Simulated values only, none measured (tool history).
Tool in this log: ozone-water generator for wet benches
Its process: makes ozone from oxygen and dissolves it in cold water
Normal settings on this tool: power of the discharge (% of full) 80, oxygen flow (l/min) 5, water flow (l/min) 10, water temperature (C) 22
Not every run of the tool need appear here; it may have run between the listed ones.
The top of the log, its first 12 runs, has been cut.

run	hour	power of the discharge (% of full)	oxygen flow (l/min)	water flow (l/min)	water temperature (C)	hours of work since the electrodes were changed	hours of work since the contactor was cleaned	hours of work since the thermometer was calibrated	dissolved ozone (ppm)	ozone in the gas ahead of the water (g/m3)
13	1027.2	93	5	10	22	4050	640	1047	53.4	343.4
14	1090.8	93	5	10	22	4112	701	1108	53	341.9
15	1162	93	5	10	22	4181	770	1177	53.2	341.9
16	1213.7	93	5	10	29	4231	820	1227	45.6	342.2
17	1307.1	93	5	10	29	4321	911	1318	45.5	345.1
18	1367.1	93	5	10	29	4379	969	1376	44.9	344.8
19	1477.6	59	6.04	10	22	4486	1076	1483	32.8	200.7
20	1589.4	59	2.51	10	16	4594	1184	1591	44.6	362.1
21	1684.4	80	5	12	22	4686	1276	1683	41.1	297.6
22	1782	91	3	7	27	4780	1370	1777	66.8	473.3
23	1884.6	81	5.97	10	14	4880	1469	1876	52.2	267
24	1996.1	81	5.97	10	29	4988	1577	1984	37.6	268.8
25	2072.6	81	5.97	7	26	5062	1651	2058	47.3	266
26	2136.4	67	7.02	15	14	5123	1713	2120	31.7	202
27	2196.4	80	5.13	7	22	5181	1771	2178	54.7	293.2
28	2258.5	83	3.21	8	20	5241	1831	2238	64	414.7

What does the tool deliver on the next run?
29	2383.4	80	5	10	22	5362	1952	2359	?	?

dissolved ozone (ppm): 46
ozone in the gas ahead of the water (g/m3): 296.3
With no hidden state in the tool, this same run would have given dissolved ozone (ppm) 46.1, ozone in the gas ahead of the water (g/m3) 296.6.
